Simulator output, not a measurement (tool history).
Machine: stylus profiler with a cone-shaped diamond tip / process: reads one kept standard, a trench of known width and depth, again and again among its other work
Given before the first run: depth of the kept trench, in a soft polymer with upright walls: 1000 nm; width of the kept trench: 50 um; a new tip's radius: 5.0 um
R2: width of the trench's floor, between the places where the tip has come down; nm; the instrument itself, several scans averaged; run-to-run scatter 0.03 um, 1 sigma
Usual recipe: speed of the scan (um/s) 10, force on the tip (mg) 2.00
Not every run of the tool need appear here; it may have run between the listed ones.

run 1 hour=0.0 | speed_of_the_scan_(um/s)=10 force_on_the_tip_(mg)=2.00 | depth_of_the_trench_(nm)=1008.17 R2=41870
run 2 hour=22.3 | speed_of_the_scan_(um/s)=10 force_on_the_tip_(mg)=2.00 | depth_of_the_trench_(nm)=1008.15 R2=41750
run 3 hour=48.4 | speed_of_the_scan_(um/s)=10 force_on_the_tip_(mg)=2.00 | depth_of_the_trench_(nm)=1008.37 R2=41670
run 4 hour=74.8 | speed_of_the_scan_(um/s)=10 force_on_the_tip_(mg)=2.00 | depth_of_the_trench_(nm)=1008.37 R2=41510
run 5 hour=95.5 | speed_of_the_scan_(um/s)=10 force_on_the_tip_(mg)=2.00 | depth_of_the_trench_(nm)=1008.45 R2=41480
run 6 hour=110.9 | speed_of_the_scan_(um/s)=6 force_on_the_tip_(mg)=2.00 | depth_of_the_trench_(nm)=1008.28 R2=41440
run 7 hour=127.8 | speed_of_the_scan_(um/s)=6 force_on_the_tip_(mg)=2.00 | depth_of_the_trench_(nm)=1008.06 R2=41340
run 8 hour=149.7 | speed_of_the_scan_(um/s)=10 force_on_the_tip_(mg)=2.00 | depth_of_the_trench_(nm)=1008.44 R2=41250
run 9 hour=176.1 | speed_of_the_scan_(um/s)=10 force_on_the_tip_(mg)=2.00 | depth_of_the_trench_(nm)=1008.68 R2=41140
run 10 hour=189.9 | speed_of_the_scan_(um/s)=10 force_on_the_tip_(mg)=2.00 | depth_of_the_trench_(nm)=1008.97 R2=41090
run 11 hour=208.4 | speed_of_the_scan_(um/s)=10 force_on_the_tip_(mg)=2.00 | depth_of_the_trench_(nm)=1008.78 R2=40970
run 12 hour=230.7 | speed_of_the_scan_(um/s)=10 force_on_the_tip_(mg)=2.00 | depth_of_the_trench_(nm)=1008.91 R2=40950
run 13 hour=258.8 | speed_of_the_scan_(um/s)=10 force_on_the_tip_(mg)=2.00 | depth_of_the_trench_(nm)=1009.31 R2=40760
run 14 hour=270.6 | speed_of_the_scan_(um/s)=10 force_on_the_tip_(mg)=2.00 | depth_of_the_trench_(nm)=1008.95 R2=40730
run 15 hour=285.4 | speed_of_the_scan_(um/s)=10 force_on_the_tip_(mg)=2.00 | depth_of_the_trench_(nm)=1009.23 R2=40660
run 16 hour=300.8 | speed_of_the_scan_(um/s)=10 force_on_the_tip_(mg)=0.67 | depth_of_the_trench_(nm)=1005.79 R2=40530
run 17 hour=313.4 | speed_of_the_scan_(um/s)=10 force_on_the_tip_(mg)=0.67 | depth_of_the_trench_(nm)=1005.89 R2=40530
run 18 hour=333.0 | speed_of_the_scan_(um/s)=9 force_on_the_tip_(mg)=2.31 | depth_of_the_trench_(nm)=1009.76 R2=40570
-- hour=335.5 height scale calibrated on a step standard
run 19 hour=349.3 | speed_of_the_scan_(um/s)=18 force_on_the_tip_(mg)=2.58 | depth_of_the_trench_(nm)=1011.07 R2=40400
run 20 hour=377.1 | speed_of_the_scan_(um/s)=18 force_on_the_tip_(mg)=2.58 | depth_of_the_trench_(nm)=1011.14 R2=40260
run 21 hour=396.8 | speed_of_the_scan_(um/s)=11 force_on_the_tip_(mg)=2.00 | depth_of_the_trench_(nm)=1009.63 R2=40220
run 22 hour=416.7 | speed_of_the_scan_(um/s)=32 force_on_the_tip_(mg)=2.56 | depth_of_the_trench_(nm)=1010.72 R2=40070
-- hour=420.6 height scale calibrated on a step standard, once more
run 23 hour=445.0 | speed_of_the_scan_(um/s)=32 force_on_the_tip_(mg)=0.97 | depth_of_the_trench_(nm)=1004.54 R2=39840
run 24 hour=462.1 | speed_of_the_scan_(um/s)=16 force_on_the_tip_(mg)=0.97 | depth_of_the_trench_(nm)=1004.45 R2=39990
run 25 hour=485.4 | speed_of_the_scan_(um/s)=16 force_on_the_tip_(mg)=0.97 | depth_of_the_trench_(nm)=1004.78 R2=39930
run 26 hour=497.7 | speed_of_the_scan_(um/s)=12 force_on_the_tip_(mg)=5.40 | depth_of_the_trench_(nm)=1013.03 R2=39900
run 27 hour=519.6 | speed_of_the_scan_(um/s)=10 force_on_the_tip_(mg)=1.72 | depth_of_the_trench_(nm)=1006.84 R2=39850
run 28 hour=548.1 | speed_of_the_scan_(um/s)=10 force_on_the_tip_(mg)=1.72 | depth_of_the_trench_(nm)=1006.87 R2=39750
run 29 hour=566.2 | speed_of_the_scan_(um/s)=10 force_on_the_tip_(mg)=1.72 | depth_of_the_trench_(nm)=1006.44 R2=39690
-- hour=592.9 new tip fitted, height scale calibrated
run 30 hour=592.9 | speed_of_the_scan_(um/s)=8 force_on_the_tip_(mg)=1.64 | depth_of_the_trench_(nm)=1005.71 R2=44020
run 31 hour=616.9 | speed_of_the_scan_(um/s)=5 force_on_the_tip_(mg)=1.16 | depth_of_the_trench_(nm)=1004.09 R2=43850
run 32 hour=628.6 | speed_of_the_scan_(um/s)=13 force_on_the_tip_(mg)=3.90 | depth_of_the_trench_(nm)=1009.63 R2=43730
run 33 hour=649.8 | speed_of_the_scan_(um/s)=31 force_on_the_tip_(mg)=2.46 | depth_of_the_trench_(nm)=1007.69 R2=43540

Alternative continuations, all from the tool just after run 33; predict every row:
run A hour=676.1 | speed_of_the_scan_(um/s)=31 force_on_the_tip_(mg)=2.53 | depth_of_the_trench_(nm)=? R2=?
run B hour=676.1 | speed_of_the_scan_(um/s)=32 force_on_the_tip_(mg)=1.91 | depth_of_the_trench_(nm)=? R2=?
run C hour=676.1 | speed_of_the_scan_(um/s)=27 force_on_the_tip_(mg)=2.00 | depth_of_the_trench_(nm)=? R2=?
run D hour=676.1 | speed_of_the_scan_(um/s)=2 force_on_the_tip_(mg)=1.46 | depth_of_the_trench_(nm)=? R2=?

run=A depth_of_the_trench_(nm)=1007.53 R2=43380
run=B depth_of_the_trench_(nm)=1006.44 R2=43300
run=C depth_of_the_trench_(nm)=1006.78 R2=43360
run=D depth_of_the_trench_(nm)=1005.25 R2=43560
Had the tool no hidden state, the same runs would have come out as:
run=A depth_of_the_trench_(nm)=1007.27 R2=43820
run=B depth_of_the_trench_(nm)=1006.18 R2=43740
run=C depth_of_the_trench_(nm)=1006.52 R2=43800
run=D depth_of_the_trench_(nm)=1005.00 R2=44000

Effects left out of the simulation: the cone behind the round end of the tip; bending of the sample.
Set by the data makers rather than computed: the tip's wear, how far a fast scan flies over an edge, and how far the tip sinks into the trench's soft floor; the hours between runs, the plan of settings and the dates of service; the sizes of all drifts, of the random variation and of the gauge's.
